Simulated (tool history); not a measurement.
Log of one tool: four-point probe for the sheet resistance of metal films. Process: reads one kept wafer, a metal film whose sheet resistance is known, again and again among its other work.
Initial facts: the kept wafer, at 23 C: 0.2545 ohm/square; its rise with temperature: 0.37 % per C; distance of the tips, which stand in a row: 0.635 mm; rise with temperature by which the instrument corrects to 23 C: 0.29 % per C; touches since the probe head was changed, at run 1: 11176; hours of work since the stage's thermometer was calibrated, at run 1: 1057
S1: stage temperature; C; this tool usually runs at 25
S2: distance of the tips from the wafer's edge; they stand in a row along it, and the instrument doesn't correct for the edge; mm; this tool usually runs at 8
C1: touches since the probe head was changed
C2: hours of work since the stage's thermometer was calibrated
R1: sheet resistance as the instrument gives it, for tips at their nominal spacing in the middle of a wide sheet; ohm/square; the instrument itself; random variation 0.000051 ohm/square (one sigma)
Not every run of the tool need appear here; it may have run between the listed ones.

Run 1, day 0.000: usual settings; C1 11176; C2 1057. Result: R1 0.255101 ohm/square.
Run 2, day 1.175: usual settings but S1 28 C; C1 11790; C2 1077. Result: R1 0.255801 ohm/square.
Run 3, day 1.992: usual settings but S1 28 C, S2 3 mm; C1 12218; C2 1091. Result: R1 0.261028 ohm/square.
Run 4, day 3.342: usual settings but S1 28 C, S2 3 mm; C1 12926; C2 1115. Result: R1 0.260824 ohm/square.
Run 5, day 4.638: usual settings; C1 13604; C2 1137. Result: R1 0.255086 ohm/square.
Run 6, day 5.958: usual settings but S2 11 mm; C1 14295; C2 1160. Result: R1 0.254720 ohm/square.
Run 7, day 6.833: usual settings but S2 11 mm; C1 14753; C2 1175. Result: R1 0.254706 ohm/square.
Run 8, day 7.646: usual settings but S1 20 C; C1 15178; C2 1189. Result: R1 0.254083 ohm/square.
Run 9, day 8.433: usual settings but S1 20 C; C1 15590; C2 1202. Result: R1 0.253943 ohm/square.
Run 10, day 9.546: usual settings but S1 28 C, S2 7 mm; C1 16172; C2 1221. Result: R1 0.256005 ohm/square.
Run 11, day 10.375: usual settings but S1 28 C, S2 7 mm; C1 16607; C2 1236. Result: R1 0.256015 ohm/square.
Run 12, day 11.458: usual settings but S1 19 C, S2 29 mm; C1 17174; C2 1254. Result: R1 0.252866 ohm/square.
Run 13, day 12.679: usual settings but S1 34 C; C1 17812; C2 1275. Result: R1 0.256987 ohm/square.
Run 14, day 13.829: usual settings but S1 34 C; C1 18413; C2 1295. Result: R1 0.256909 ohm/square.
Run 15, day 14.933: usual settings but S1 34 C; C1 18992; C2 1314. Result: R1 0.256869 ohm/square.

Below are 5 alternative next runs, each starting from the tool's condition after run 15. Predict each:
Run A, day 16.012: usual settings but S1 26 C, S2 21 mm; C1 19557; C2 1333. Result: R1 ?.
Run B, day 16.012: usual settings but S2 5 mm; C1 19557; C2 1333. Result: R1 ?.
Run C, day 16.012: usual settings but S1 34 C, S2 66 mm; C1 19557; C2 1333. Result: R1 ?.
Run D, day 16.012: usual settings but S1 24 C, S2 34 mm; C1 19557; C2 1333. Result: R1 ?.
Run E, day 16.012: usual settings but S1 28 C, S2 13 mm; C1 19557; C2 1333. Result: R1 ?.

run        R1
  A  0.254462
  B  0.256284
  C  0.256024
  D  0.253922
  E  0.255078
Take away the tool's hidden state, keep each run's random variation, and the runs would have read:
run        R1
  A  0.255278
  B  0.257107
  C  0.256837
  D  0.254740
  E  0.255894

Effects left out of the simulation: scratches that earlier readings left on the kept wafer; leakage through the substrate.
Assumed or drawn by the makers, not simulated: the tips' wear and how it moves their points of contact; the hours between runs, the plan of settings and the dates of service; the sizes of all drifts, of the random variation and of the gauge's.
